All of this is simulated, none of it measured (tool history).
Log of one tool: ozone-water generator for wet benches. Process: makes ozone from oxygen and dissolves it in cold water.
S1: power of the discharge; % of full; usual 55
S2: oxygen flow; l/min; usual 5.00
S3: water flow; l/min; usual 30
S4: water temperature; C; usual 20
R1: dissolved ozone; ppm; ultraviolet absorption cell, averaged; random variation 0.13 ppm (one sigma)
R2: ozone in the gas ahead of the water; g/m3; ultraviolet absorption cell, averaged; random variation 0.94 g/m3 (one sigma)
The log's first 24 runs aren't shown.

Run 25, hour 3058.3: usual settings but S1 60 % of full, S2 8.54 l/min, S3 27 l/min, S4 13 C. Result: R1 13.9 ppm, R2 99.0 g/m3.
Run 26, hour 3219.6: usual settings but S1 57 % of full, S2 3.08 l/min, S3 32 l/min, S4 22 C. Result: R1 10.3 ppm, R2 180.7 g/m3.
Run 27, hour 3319.5: usual settings but S1 87 % of full, S2 3.07 l/min, S3 33 l/min, S4 15 C. Result: R1 13.1 ppm, R2 218.7 g/m3.
Run 28, hour 3431.9: usual settings but S2 6.18 l/min, S3 34 l/min, S4 19 C. Result: R1 10.4 ppm, R2 113.0 g/m3.
Run 29, hour 3518.3: usual settings but S2 6.18 l/min, S3 34 l/min, S4 19 C. Result: R1 10.5 ppm, R2 112.0 g/m3.
Run 30, hour 3612.1: usual settings but S2 6.18 l/min, S3 34 l/min, S4 19 C. Result: R1 10.1 ppm, R2 113.1 g/m3.
Run 31, hour 3721.7: usual settings but S1 95 % of full, S2 6.18 l/min, S3 34 l/min, S4 19 C. Result: R1 13.2 ppm, R2 144.0 g/m3.
Run 32, hour 3795.7: usual settings but S1 95 % of full, S2 6.18 l/min, S3 34 l/min, S4 19 C. Result: R1 13.2 ppm, R2 143.3 g/m3.
Run 33, hour 3966.3: usual settings but S1 95 % of full, S2 5.77 l/min, S3 34 l/min, S4 19 C. Result: R1 12.9 ppm, R2 148.1 g/m3.

4 ways to go on from here, each from the tool as it stands after run 33. What would each give?
Run A, hour 4137.2: usual settings but S1 45 % of full, S2 3.73 l/min, S3 45 l/min. Result: R1 ?, R2 ?.
Run B, hour 4137.2: usual settings but S1 95 % of full, S2 5.77 l/min, S3 34 l/min, S4 16 C. Result: R1 ?, R2 ?.
Run C, hour 4137.2: usual settings but S1 90 % of full, S2 5.77 l/min, S3 44 l/min, S4 19 C. Result: R1 ?, R2 ?.
Run D, hour 4137.2: usual settings but S1 95 % of full, S2 5.77 l/min, S3 34 l/min, S4 15 C. Result: R1 ?, R2 ?.

run    R1     R2
  A   7.1  139.4
  B  13.5  146.8
  C  10.1  144.8
  D  13.2  147.5
Without the tool's hidden state the same runs would have given:
run    R1     R2
  A   8.9  169.6
  B  18.7  196.8
  C  14.0  192.7
  D  18.3  197.4
